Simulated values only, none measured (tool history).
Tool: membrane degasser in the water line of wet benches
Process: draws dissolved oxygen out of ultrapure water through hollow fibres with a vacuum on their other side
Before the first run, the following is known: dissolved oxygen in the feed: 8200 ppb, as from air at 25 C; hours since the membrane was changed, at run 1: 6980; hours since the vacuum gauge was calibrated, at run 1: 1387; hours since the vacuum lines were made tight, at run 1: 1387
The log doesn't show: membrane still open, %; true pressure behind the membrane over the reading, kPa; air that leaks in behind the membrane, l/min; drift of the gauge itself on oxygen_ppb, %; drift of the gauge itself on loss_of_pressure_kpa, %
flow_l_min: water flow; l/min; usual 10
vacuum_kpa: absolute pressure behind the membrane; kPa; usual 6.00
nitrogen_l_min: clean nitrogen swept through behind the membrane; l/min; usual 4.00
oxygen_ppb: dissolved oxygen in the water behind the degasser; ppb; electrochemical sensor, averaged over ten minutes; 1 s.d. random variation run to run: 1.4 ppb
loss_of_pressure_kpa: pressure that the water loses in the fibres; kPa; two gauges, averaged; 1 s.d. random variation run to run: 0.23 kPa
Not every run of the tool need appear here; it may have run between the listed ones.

run    hour  flow_l_min  vacuum_kpa  nitrogen_l_min  hours since the membrane was changed  hours since the vacuum gauge was calibrated  hours since the vacuum lines were made tight  oxygen_ppb  loss_of_pressure_kpa
  1     0.0          10        6.00            4.00                                  6980                                         1387                                          1387       143.2                 57.39
  2   130.5          10        5.96            4.00                                  7110                                         1518                                          1518       142.9                 57.70
  3   275.3          10        5.96            4.00                                  7255                                         1663                                          1663       142.4                 57.10
  4   412.1          10        5.96            4.00                                  7392                                         1800                                          1800       144.3                 57.30
  5   492.8          10        5.96            4.00                                  7473                                         1880                                          1880       138.1                 57.26
  6   665.5          10        5.96            4.00                                  7645                                         2053                                          2053       139.4                 57.68
  7   766.0          10        5.96            4.00                                  7746                                         2153                                          2153       143.1                 57.35
  8   936.5          10        5.96           10.97                                  7916                                         2324                                          2324       130.9                 57.19
  9  1086.0          10        5.96           10.97                                  8066                                         2473                                          2473       131.0                 57.23
 10  1266.5           6        5.67            8.94                                  8246                                         2654                                          2654        15.8                 34.22
 11  1432.4           6        5.67            8.94                                  8412                                         2820                                          2820        15.8                 34.23
 12  1528.8          15        3.70            8.94                                  8509                                         2916                                          2916       432.2                 86.14
 13  1609.0          10        5.48            4.00                                  8589                                         2996                                          2996       140.0                 57.03
 14  1704.7          10        5.48            4.00                                  8685                                         3092                                          3092       137.6                 57.23
     1813.5  -- vacuum gauge calibrated
 15  1866.2          10        6.00            2.67                                  8846                                           53                                          3253       149.4                 57.40
 16  2030.6          10        6.00            2.67                                  9010                                          217                                          3418       148.5                 57.90

Run 17 comes next. What will it give?
 17  2167.5          10        6.00            2.67                                  9147                                          354                                          3554           ?                     ?

Logged for run 17: oxygen_ppb 147.1 ppb, loss_of_pressure_kpa 57.43 kPa.
Had the tool carried no hidden state, the very same run would have given oxygen_ppb 146.9 ppb, loss_of_pressure_kpa 57.41 kPa.

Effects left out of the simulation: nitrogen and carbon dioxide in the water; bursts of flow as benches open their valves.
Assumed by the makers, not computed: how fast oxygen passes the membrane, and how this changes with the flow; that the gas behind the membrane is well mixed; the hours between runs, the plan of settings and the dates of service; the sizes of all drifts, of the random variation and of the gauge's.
